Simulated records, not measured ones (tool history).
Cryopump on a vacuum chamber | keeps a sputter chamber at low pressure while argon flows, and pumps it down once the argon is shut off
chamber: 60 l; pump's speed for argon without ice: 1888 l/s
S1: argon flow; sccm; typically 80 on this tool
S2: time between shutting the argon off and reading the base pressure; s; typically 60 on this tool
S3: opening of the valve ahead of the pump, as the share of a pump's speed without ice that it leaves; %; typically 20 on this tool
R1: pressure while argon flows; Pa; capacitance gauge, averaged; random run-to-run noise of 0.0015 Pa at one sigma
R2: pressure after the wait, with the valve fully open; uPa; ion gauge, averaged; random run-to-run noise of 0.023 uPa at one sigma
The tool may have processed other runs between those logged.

run	day	S1	S2	S3	R1	R2
1	0	80	60	20	0.358	2.01
2	0.771	80	148	20	0.3597	1.8
3	1.658	80	60	20	0.3584	2.11
4	2.358	57	60	20	0.2571	2.14
5	3.588	57	60	20	0.2586	2.19
6	4.217	57	60	20	0.2555	2.27
7	4.842	57	60	20	0.256	2.26
8	5.604	80	60	50	0.1458	2.32
9	6.288	80	60	20	0.3611	2.28
10	7.242	37	60	20	0.1672	2.35
11	8.346	37	60	20	0.167	2.46
12	9.129	37	60	20	0.1678	2.41
13	9.912	37	60	20	0.1673	2.5
14	10.908	86	60	58	0.1367	2.38

What does the tool deliver on the next run?
15	11.804	67	221	20	?	?

{"run 15": {"R1": 0.3052, "R2": 2.13}}
If the tool had no hidden condition, the same run with the same run-to-run variation would have returned R1 0.3009 Pa, R2 0.35 uPa.

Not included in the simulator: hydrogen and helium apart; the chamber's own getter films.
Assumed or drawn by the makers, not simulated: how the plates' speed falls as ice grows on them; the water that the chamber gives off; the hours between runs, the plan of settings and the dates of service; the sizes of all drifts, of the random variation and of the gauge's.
